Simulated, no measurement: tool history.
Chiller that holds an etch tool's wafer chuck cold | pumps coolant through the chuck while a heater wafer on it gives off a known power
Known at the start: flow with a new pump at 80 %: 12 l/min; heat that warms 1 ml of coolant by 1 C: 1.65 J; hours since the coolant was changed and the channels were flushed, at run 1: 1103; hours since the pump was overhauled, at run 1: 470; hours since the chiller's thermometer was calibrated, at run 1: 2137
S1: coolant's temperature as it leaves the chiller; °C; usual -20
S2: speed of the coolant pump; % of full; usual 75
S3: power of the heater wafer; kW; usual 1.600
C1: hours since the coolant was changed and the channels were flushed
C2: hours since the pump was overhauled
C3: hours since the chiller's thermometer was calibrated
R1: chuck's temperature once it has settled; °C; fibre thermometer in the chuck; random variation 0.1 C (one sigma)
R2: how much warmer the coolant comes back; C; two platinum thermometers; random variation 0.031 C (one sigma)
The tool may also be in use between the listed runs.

run	hour	S1	S2	S3	C1	C2	C3	R1	R2
1	0.0	-20	75	1.600	1103	470	2137	-7.4	5.18
2	37.9	-20	75	1.055	1141	508	2175	-11.5	3.41
3	64.5	-13	75	1.600	1168	535	2201	-0.2	5.16
4	99.0	-13	75	1.600	1202	569	2236	-0.2	5.14
5	141.7	-13	75	1.600	1245	612	2278	-0.2	5.11
6	175.2	-20	75	2.221	1278	645	2312	-2.2	7.13
7	201.7	-20	75	2.221	1305	672	2338	-2.5	7.09
8	239.3	-20	75	2.221	1342	710	2376	-2.3	7.11
9	280.4	-20	75	2.221	1384	751	2417	-2.3	7.10
10	318.2	-20	75	2.221	1421	788	2455	-2.3	7.10
11	351.5	-20	75	2.221	1455	822	2488	-2.4	7.04
12	380.8	-20	75	2.221	1484	851	2517	-2.5	7.09
13	416.6	-19	83	2.221	1520	887	2553	-2.9	6.39
14	444.6	-22	75	1.600	1548	915	2581	-9.2	5.06
15	486.5	-29	77	0.996	1590	957	2623	-21.1	2.95
16	510.8	-29	77	0.996	1614	981	2647	-21.2	3.02
17	538.8	-29	77	0.996	1642	1009	2676	-21.4	3.05
18	562.7	-15	90	2.300	1666	1033	2699	0.6	6.00
19	593.8	-15	69	2.300	1697	1064	2731	4.6	7.91
20	627.4	-18	75	1.600	1731	1098	2764	-5.4	5.01
21	648.5	-18	70	1.073	1752	1119	2785	-8.8	3.48
22	689.4	-29	95	2.063	1793	1160	2826	-15.8	5.09
23	728.5	-18	93	2.063	1832	1199	2865	-4.3	5.23
24	757.3	-16	84	1.043	1860	1228	2894	-8.5	2.78

Forecast each of these 4 alternatives for the next run:
A	806.4	-27	65	1.600	1910	1277	2943	?	?
B	806.4	-25	96	1.105	1910	1277	2943	?	?
C	806.4	-19	83	2.243	1910	1277	2943	?	?
D	806.4	-29	74	1.768	1910	1277	2943	?	?

run	R1	R2
A	-12.5	5.77
B	-17.9	2.60
C	-2.7	6.34
D	-14.8	5.62
Without the tool's hidden state the same runs would have given:
run	R1	R2
A	-12.5	5.99
B	-17.9	2.82
C	-2.7	6.56
D	-14.8	5.84
